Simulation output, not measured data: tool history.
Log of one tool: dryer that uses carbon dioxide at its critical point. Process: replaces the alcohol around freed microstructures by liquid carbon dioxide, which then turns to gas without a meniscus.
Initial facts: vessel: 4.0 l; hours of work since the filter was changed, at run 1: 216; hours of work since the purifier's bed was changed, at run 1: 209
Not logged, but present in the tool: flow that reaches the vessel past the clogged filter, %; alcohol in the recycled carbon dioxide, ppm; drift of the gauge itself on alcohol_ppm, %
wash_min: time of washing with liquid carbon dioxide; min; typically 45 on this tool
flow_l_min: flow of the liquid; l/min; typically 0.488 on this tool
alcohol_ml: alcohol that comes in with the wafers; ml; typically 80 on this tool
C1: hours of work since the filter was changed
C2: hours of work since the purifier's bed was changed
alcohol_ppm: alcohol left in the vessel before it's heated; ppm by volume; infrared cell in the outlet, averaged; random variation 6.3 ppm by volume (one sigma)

run 1 hour=0.0 | wash_min=45 flow_l_min=0.488 alcohol_ml=80 | C1=216 C2=209 | alcohol_ppm=497
run 2 hour=12.9 | wash_min=45 flow_l_min=0.488 alcohol_ml=80 | C1=220 C2=213 | alcohol_ppm=519
run 3 hour=23.8 | wash_min=45 flow_l_min=0.488 alcohol_ml=80 | C1=224 C2=216 | alcohol_ppm=509
run 4 hour=33.0 | wash_min=45 flow_l_min=0.733 alcohol_ml=80 | C1=227 C2=219 | alcohol_ppm=141
run 5 hour=40.8 | wash_min=45 flow_l_min=0.733 alcohol_ml=80 | C1=229 C2=222 | alcohol_ppm=141
run 6 hour=53.8 | wash_min=45 flow_l_min=0.733 alcohol_ml=80 | C1=233 C2=226 | alcohol_ppm=154
run 7 hour=66.4 | wash_min=45 flow_l_min=0.733 alcohol_ml=80 | C1=237 C2=230 | alcohol_ppm=143
run 8 hour=74.2 | wash_min=45 flow_l_min=0.488 alcohol_ml=80 | C1=240 C2=232 | alcohol_ppm=528
run 9 hour=85.3 | wash_min=45 flow_l_min=0.488 alcohol_ml=80 | C1=243 C2=236 | alcohol_ppm=542
run 10 hour=92.5 | wash_min=45 flow_l_min=0.488 alcohol_ml=80 | C1=246 C2=238 | alcohol_ppm=519
run 11 hour=103.4 | wash_min=45 flow_l_min=0.488 alcohol_ml=80 | C1=249 C2=242 | alcohol_ppm=532
run 12 hour=114.4 | wash_min=45 flow_l_min=0.488 alcohol_ml=80 | C1=253 C2=245 | alcohol_ppm=547
run 13 hour=125.4 | wash_min=45 flow_l_min=0.488 alcohol_ml=80 | C1=256 C2=249 | alcohol_ppm=534
run 14 hour=137.7 | wash_min=45 flow_l_min=0.488 alcohol_ml=80 | C1=260 C2=253 | alcohol_ppm=540
run 15 hour=149.7 | wash_min=45 flow_l_min=0.488 alcohol_ml=80 | C1=264 C2=256 | alcohol_ppm=560
run 16 hour=157.3 | wash_min=45 flow_l_min=0.488 alcohol_ml=80 | C1=266 C2=259 | alcohol_ppm=554
run 17 hour=171.9 | wash_min=45 flow_l_min=0.488 alcohol_ml=80 | C1=271 C2=264 | alcohol_ppm=557
run 18 hour=183.9 | wash_min=31 flow_l_min=0.488 alcohol_ml=80 | C1=275 C2=267 | alcohol_ppm=1614
run 19 hour=191.4 | wash_min=45 flow_l_min=0.488 alcohol_ml=80 | C1=277 C2=270 | alcohol_ppm=565
run 20 hour=207.0 | wash_min=45 flow_l_min=0.488 alcohol_ml=80 | C1=282 C2=275 | alcohol_ppm=597
run 21 hour=219.5 | wash_min=36 flow_l_min=0.488 alcohol_ml=80 | C1=286 C2=279 | alcohol_ppm=1105
run 22 hour=228.4 | wash_min=36 flow_l_min=0.488 alcohol_ml=80 | C1=289 C2=282 | alcohol_ppm=1122
run 23 hour=245.5 | wash_min=36 flow_l_min=0.488 alcohol_ml=80 | C1=294 C2=287 | alcohol_ppm=1131
run 24 hour=253.8 | wash_min=36 flow_l_min=0.488 alcohol_ml=23 | C1=297 C2=290 | alcohol_ppm=412
run 25 hour=271.0 | wash_min=36 flow_l_min=0.488 alcohol_ml=23 | C1=302 C2=295 | alcohol_ppm=414
run 26 hour=282.5 | wash_min=36 flow_l_min=0.488 alcohol_ml=23 | C1=306 C2=299 | alcohol_ppm=406
run 27 hour=299.0 | wash_min=36 flow_l_min=0.488 alcohol_ml=23 | C1=311 C2=304 | alcohol_ppm=429
run 28 hour=310.7 | wash_min=45 flow_l_min=0.690 alcohol_ml=80 | C1=315 C2=308 | alcohol_ppm=226
run 29 hour=319.5 | wash_min=32 flow_l_min=0.326 alcohol_ml=45 | C1=318 C2=311 | alcohol_ppm=2221
run 30 hour=331.1 | wash_min=70 flow_l_min=0.326 alcohol_ml=45 | C1=322 C2=314 | alcohol_ppm=418
run 31 hour=347.4 | wash_min=44 flow_l_min=0.326 alcohol_ml=45 | C1=327 C2=319 | alcohol_ppm=1209
-- hour=350.0 inlet filter changed
run 32 hour=364.1 | wash_min=44 flow_l_min=0.326 alcohol_ml=45 | C1=5 C2=324 | alcohol_ppm=876
run 33 hour=377.6 | wash_min=50 flow_l_min=0.775 alcohol_ml=51 | C1=9 C2=329 | alcohol_ppm=144
run 34 hour=388.0 | wash_min=45 flow_l_min=0.336 alcohol_ml=35 | C1=12 C2=332 | alcohol_ppm=613
run 35 hour=397.1 | wash_min=43 flow_l_min=0.777 alcohol_ml=80 | C1=15 C2=335 | alcohol_ppm=151
run 36 hour=411.6 | wash_min=42 flow_l_min=0.811 alcohol_ml=80 | C1=20 C2=340 | alcohol_ppm=161
run 37 hour=422.1 | wash_min=45 flow_l_min=0.393 alcohol_ml=80 | C1=23 C2=343 | alcohol_ppm=812

Run 38, settings as shown, results not yet in. Your forecast:
run 38 hour=430.3 | wash_min=35 flow_l_min=0.621 alcohol_ml=38 | C1=26 C2=346 | alcohol_ppm=?

Run 38 yielded alcohol_ppm 270 ppm by volume.
Were there no unlogged condition in the tool, this run, its random variation unchanged, would have produced alcohol_ppm 128 ppm by volume.

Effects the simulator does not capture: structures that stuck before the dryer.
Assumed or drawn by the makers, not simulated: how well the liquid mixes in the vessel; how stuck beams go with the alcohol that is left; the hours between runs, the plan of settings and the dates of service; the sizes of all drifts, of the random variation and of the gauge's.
